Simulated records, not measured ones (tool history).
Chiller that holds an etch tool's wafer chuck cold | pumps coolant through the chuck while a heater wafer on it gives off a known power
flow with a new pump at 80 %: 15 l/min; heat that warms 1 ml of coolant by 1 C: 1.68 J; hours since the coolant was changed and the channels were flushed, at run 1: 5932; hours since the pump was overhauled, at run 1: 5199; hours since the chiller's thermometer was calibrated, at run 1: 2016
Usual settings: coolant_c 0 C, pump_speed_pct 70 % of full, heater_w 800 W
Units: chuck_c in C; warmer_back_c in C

run,hour,coolant_c,pump_speed_pct,heater_w,hours since the coolant was changed and the channels were flushed,hours since the pump was overhauled,hours since the chiller's thermometer was calibrated,chuck_c,warmer_back_c
1,0,0,70,800,5932,5199,2016,6.17,2.25
2,93.9,0,70,800,6026,5292,2110,6.27,2.2
3,185.9,0,70,800,6118,5384,2202,6.37,2.2
4,277.9,0,70,800,6210,5476,2294,6.44,2.23
# hour 301.4: chiller's thermometer calibrated
5,356.9,0,70,800,6288,5554,55,6.28,2.25
6,479.6,0,70,800,6410,5677,178,6.33,2.15
7,584.8,-5,70,800,6515,5782,283,1.48,2.22
8,738.7,2,70,800,6669,5936,437,8.35,2.2
9,872.8,2,70,800,6804,6070,571,8.59,2.25
10,952,0,70,800,6883,6150,651,6.37,2.21
11,1069.7,0,70,800,7000,6267,768,6.54,2.22
12,1177.1,0,70,800,7108,6375,876,6.52,2.24
13,1270.8,-6,70,800,7202,6468,969,0.68,2.2
14,1405.9,5,70,800,7337,6603,1104,11.65,2.21
15,1573.8,0,70,405,7505,6771,1272,3.38,1.08
16,1681.7,-7,70,405,7612,6879,1380,-3.31,1.09
# hour 1721.9: coolant changed, channels flushed
# hour 1780: gauge calibrated
17,1819.7,-7,70,405,98,7011,1512,-3.93,1.06
18,1902.8,-7,70,405,181,7094,1595,-3.72,1.09
19,2014.4,-1,96,595,292,7206,1707,2.53,1.17
20,2197.4,-1,96,595,475,7389,1890,2.61,1.14
21,2342.4,8,96,546,620,7534,2035,11.44,1.04
22,2421.7,3,91,541,700,7613,2114,6.59,1.13
23,2576.3,1,61,462,854,7768,2269,5.32,1.47
# hour 2626.3: chiller's thermometer calibrated
24,2745.1,2,76,565,1022,7936,119,6.42,1.41
25,2862.4,1,76,1067,1139,8053,236,9.08,2.65
26,2950.4,-2,82,465,1227,8141,324,1.5,1.08
27,3044.1,4,70,440,1321,8235,418,7.85,1.23
28,3166.6,-4,80,440,1444,8357,540,-0.56,1.04
29,3288.5,-4,80,440,1566,8479,662,-0.61,1.04
30,3430.1,-4,80,440,1707,8621,804,-0.49,1
31,3594,-4,80,440,1871,8785,968,-0.53,1.09

Forecast each of these 5 alternatives for the next run:
A,3699.3,3,70,800,1976,8890,1073,?,?
B,3699.3,6,80,1099,1976,8890,1073,?,?
C,3699.3,-3,70,800,1976,8890,1073,?,?
D,3699.3,-9,88,440,1976,8890,1073,?,?
E,3699.3,-4,70,800,1976,8890,1073,?,?

run,chuck_c,warmer_back_c
A,9.76,2.2
B,14.17,2.6
C,3.73,2.19
D,-5.76,0.94
E,2.87,2.2
Without the tool's hidden state the same runs would have given:
run,chuck_c,warmer_back_c
A,9.21,2.19
B,13.61,2.59
C,3.18,2.18
D,-6.3,0.94
E,2.32,2.19
